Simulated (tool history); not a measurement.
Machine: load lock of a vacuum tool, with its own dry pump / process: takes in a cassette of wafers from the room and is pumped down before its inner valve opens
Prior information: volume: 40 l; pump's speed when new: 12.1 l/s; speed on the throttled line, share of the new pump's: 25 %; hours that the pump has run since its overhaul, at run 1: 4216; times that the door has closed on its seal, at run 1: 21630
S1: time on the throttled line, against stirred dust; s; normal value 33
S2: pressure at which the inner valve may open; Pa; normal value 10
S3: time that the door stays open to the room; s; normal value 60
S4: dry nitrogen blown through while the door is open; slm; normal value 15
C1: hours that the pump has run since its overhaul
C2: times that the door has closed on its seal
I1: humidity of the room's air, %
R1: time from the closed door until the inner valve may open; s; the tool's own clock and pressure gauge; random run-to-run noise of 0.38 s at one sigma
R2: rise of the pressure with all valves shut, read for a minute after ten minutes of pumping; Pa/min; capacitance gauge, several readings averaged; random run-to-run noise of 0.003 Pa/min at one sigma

run     day  S1  S2  S3  S4    C1     C2    I1    R1     R2
  1   0.000  33  10  60  15  4216  21630  44.7  57.5  0.103
  2   4.600  33  10  60  15  4326  22054  46.0  57.1  0.110
  3   8.471  33  10  60  15  4419  22410  41.1  56.8  0.106
  4  12.779  33  20  60  15  4523  22808  46.4  54.7  0.103
  5  18.025  33  20  60  15  4648  23291  45.3  53.9  0.114
  6  20.838  33  20  60  15  4716  23550  49.2  54.5  0.118
  7  23.733  33  10  60  15  4785  23817  47.8  57.4  0.120
  8  27.633  33  10  60  15  4879  24176  44.1  57.5  0.112
  9  32.854  33  10  60  15  5004  24657  45.2  57.7  0.113
 10  37.533  33  10  60  15  5117  25088  44.6  57.7  0.114
 11  41.258  33  10  60  15  5206  25431  45.4  57.1  0.118
 12  44.246  19  15  60  18  5278  25707  49.4  45.6  0.122
 13  47.838  45  19  32  19  5364  26038  45.6  64.1  0.110
 14  53.988  45  19  32  19  5512  26604  44.5  63.6  0.121
 15  57.158  31  10  60  15  5588  26897  47.2  55.6  0.131
 16  60.008  31  10  60  15  5656  27159  44.2  55.8  0.128
 17  65.925  52  12  60  15  5798  27704  44.6  70.7  0.131
 18  69.350  21  10  60  15  5880  28020  45.9  49.3  0.137
 19  74.662  33  11  60   5  6008  28509  45.4  57.2  0.155
 20  78.633  30   9  53   5  6103  28875  45.8  55.5  0.150

Here are 5 independent what-if runs from the current tool condition. What would each one return?
  A  83.267  30   9   48  29  6214  29302  46.2   ?   ?
  B  83.267  24   9   60  32  6214  29302  44.3   ?   ?
  C  83.267  63  15   53  13  6214  29302  46.5   ?   ?
  D  83.267  38  10   53  15  6214  29302  44.3   ?   ?
  E  83.267  29   9  134  26  6214  29302  44.4   ?   ?

run    R1     R2
  A  55.2  0.129
  B  51.0  0.129
  C  78.1  0.140
  D  62.0  0.140
  E  55.9  0.140
The same runs, with their run-to-run variation unchanged, on a tool lacking any hidden condition would have given:
run    R1     R2
  A  52.8  0.025
  B  48.5  0.025
  C  76.8  0.035
  D  59.9  0.035
  E  53.5  0.036
